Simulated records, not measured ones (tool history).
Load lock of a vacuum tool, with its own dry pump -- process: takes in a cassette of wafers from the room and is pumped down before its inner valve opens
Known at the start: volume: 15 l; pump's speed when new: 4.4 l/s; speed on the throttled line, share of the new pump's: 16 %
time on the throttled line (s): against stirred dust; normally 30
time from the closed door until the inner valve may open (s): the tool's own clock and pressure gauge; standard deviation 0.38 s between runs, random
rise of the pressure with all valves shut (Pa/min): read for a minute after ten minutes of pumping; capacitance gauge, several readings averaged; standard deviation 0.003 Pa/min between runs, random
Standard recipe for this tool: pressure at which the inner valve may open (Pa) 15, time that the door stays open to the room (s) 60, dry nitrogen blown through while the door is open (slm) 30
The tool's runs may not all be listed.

run,hour,time on the throttled line (s),pressure at which the inner valve may open (Pa),time that the door stays open to the room (s),dry nitrogen blown through while the door is open (slm),"incoming humidity of the room's air, %",time from the closed door until the inner valve may open (s),rise of the pressure with all valves shut (Pa/min)
1,0,30,15,60,30,46.1,56.7,0.413
2,143.2,30,15,60,11,44.3,57.1,0.43
3,393.3,30,15,60,11,44.9,56.9,0.455
4,637,46,15,60,30,41.4,70.1,0.443
5,831.6,46,15,60,30,44.2,70.3,0.462
6,1055.6,33,15,60,30,47.7,59.5,0.488
7,1219.9,44,15,108,30,46.1,68.9,0.495
8,1444.6,44,12,108,30,45.2,69.8,0.508
9,1693.6,46,12,49,30,43,71.2,0.529
10,1940.6,46,12,49,30,47.2,71.8,0.542
11,2149.3,36,15,122,30,46.5,63.6,0.562

Forecast each of these 4 alternatives for the next run:
A,2361.3,36,15,234,7,44.8,?,?
B,2361.3,30,17,60,30,44.3,?,?
C,2361.3,30,24,191,30,48.3,?,?
D,2361.3,30,13,60,5,47.3,?,?

run,time from the closed door until the inner valve may open (s),rise of the pressure with all valves shut (Pa/min)
A,63.1,0.633
B,56.7,0.574
C,55.4,0.591
D,57.7,0.627
The same runs, with their run-to-run variation unchanged, on a tool lacking any hidden condition would have given:
run,time from the closed door until the inner valve may open (s),rise of the pressure with all valves shut (Pa/min)
A,61.4,0.086
B,54.9,0.027
C,53.8,0.046
D,55.8,0.07
